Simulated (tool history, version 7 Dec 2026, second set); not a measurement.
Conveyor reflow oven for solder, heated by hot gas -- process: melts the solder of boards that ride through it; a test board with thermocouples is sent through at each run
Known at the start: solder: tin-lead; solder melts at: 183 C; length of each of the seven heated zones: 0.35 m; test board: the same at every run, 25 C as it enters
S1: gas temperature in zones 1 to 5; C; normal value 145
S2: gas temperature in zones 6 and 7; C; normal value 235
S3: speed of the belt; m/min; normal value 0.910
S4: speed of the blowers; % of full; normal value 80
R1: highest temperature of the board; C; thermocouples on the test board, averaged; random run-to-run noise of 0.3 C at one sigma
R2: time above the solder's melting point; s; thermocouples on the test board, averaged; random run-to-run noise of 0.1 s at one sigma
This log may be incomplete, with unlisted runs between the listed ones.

| run | hour | S1 | S2 | S3 | S4 | R1 | R2 |
|---|---|---|---|---|---|---|---|
| 1 | 0.0 | 145 | 235 | 0.910 | 80 | 222.8 | 38.8 |
| 2 | 44.0 | 145 | 235 | 0.910 | 80 | 223.1 | 38.8 |
| 3 | 94.2 | 145 | 235 | 0.910 | 80 | 222.4 | 38.7 |
| 4 | 166.7 | 145 | 235 | 0.910 | 80 | 222.0 | 38.8 |
| 5 | 235.9 | 158 | 235 | 0.910 | 80 | 223.2 | 42.4 |
| 6 | 266.7 | 158 | 235 | 0.910 | 80 | 223.1 | 42.5 |
| 7 | 299.8 | 158 | 235 | 0.910 | 80 | 223.3 | 42.4 |
|  | 312.8 | flux residue cleaned out of gas plates and filters |
| 8 | 364.7 | 145 | 236 | 0.910 | 80 | 223.2 | 39.0 |
| 9 | 428.8 | 145 | 236 | 0.910 | 80 | 223.2 | 39.0 |
| 10 | 475.8 | 145 | 236 | 0.910 | 80 | 222.3 | 38.9 |
|  | 498.1 | thermocouples of zones 6 and 7 changed |
| 11 | 521.5 | 145 | 236 | 0.910 | 80 | 223.9 | 39.5 |
| 12 | 577.7 | 145 | 236 | 0.910 | 80 | 223.7 | 39.4 |
| 13 | 645.3 | 145 | 235 | 0.910 | 56 | 216.1 | 35.4 |
| 14 | 702.8 | 145 | 235 | 0.910 | 56 | 216.1 | 35.1 |
|  | 713.2 | flux residue cleaned out of gas plates and filters |
| 15 | 780.0 | 132 | 235 | 0.910 | 80 | 222.3 | 36.2 |
| 16 | 825.0 | 138 | 238 | 0.894 | 55 | 218.5 | 35.7 |
| 17 | 889.4 | 145 | 227 | 0.910 | 67 | 213.2 | 34.8 |
| 18 | 936.2 | 150 | 227 | 0.813 | 67 | 217.1 | 42.7 |
| 19 | 995.8 | 145 | 248 | 0.910 | 74 | 233.0 | 42.4 |
| 20 | 1062.6 | 145 | 248 | 0.910 | 74 | 232.0 | 42.4 |
|  | 1110.2 | flux residue cleaned out of gas plates and filters |
| 21 | 1138.5 | 145 | 248 | 0.910 | 74 | 234.0 | 42.6 |
| 22 | 1209.1 | 139 | 224 | 0.894 | 56 | 206.6 | 29.7 |
| 23 | 1264.7 | 139 | 224 | 1.055 | 83 | 208.8 | 26.7 |
| 24 | 1325.9 | 130 | 235 | 0.945 | 62 | 214.2 | 30.3 |
| 25 | 1364.8 | 144 | 235 | 0.945 | 62 | 216.8 | 34.4 |
| 26 | 1429.0 | 137 | 232 | 0.910 | 58 | 212.4 | 31.7 |
|  | 1448.4 | thermocouples of zones 6 and 7 changed |
| 27 | 1468.9 | 145 | 224 | 0.910 | 80 | 212.3 | 35.0 |
|  | 1510.2 | flux residue cleaned out of gas plates and filters |
| 28 | 1533.3 | 142 | 235 | 0.910 | 51 | 214.5 | 34.4 |
| 29 | 1567.8 | 142 | 228 | 0.910 | 72 | 215.5 | 35.4 |

Alternative continuations, all from the tool just after run 29; predict every row:
| A | 1611.5 | 145 | 235 | 1.008 | 62 | ? | ? |
| B | 1611.5 | 145 | 233 | 1.082 | 80 | ? | ? |
| C | 1611.5 | 142 | 232 | 1.026 | 72 | ? | ? |
| D | 1611.5 | 142 | 223 | 0.910 | 62 | ? | ? |
| E | 1611.5 | 145 | 231 | 0.910 | 60 | ? | ? |

| run | R1 | R2 |
|---|---|---|
| A | 216.4 | 32.1 |
| B | 217.2 | 30.6 |
| C | 215.9 | 30.9 |
| D | 208.2 | 31.2 |
| E | 215.4 | 35.6 |
Had the tool no hidden state, the same runs would have come out as:
| run | R1 | R2 |
|---|---|---|
| A | 216.4 | 31.6 |
| B | 217.3 | 30.2 |
| C | 215.9 | 30.4 |
| D | 208.2 | 30.7 |
| E | 215.3 | 35.0 |
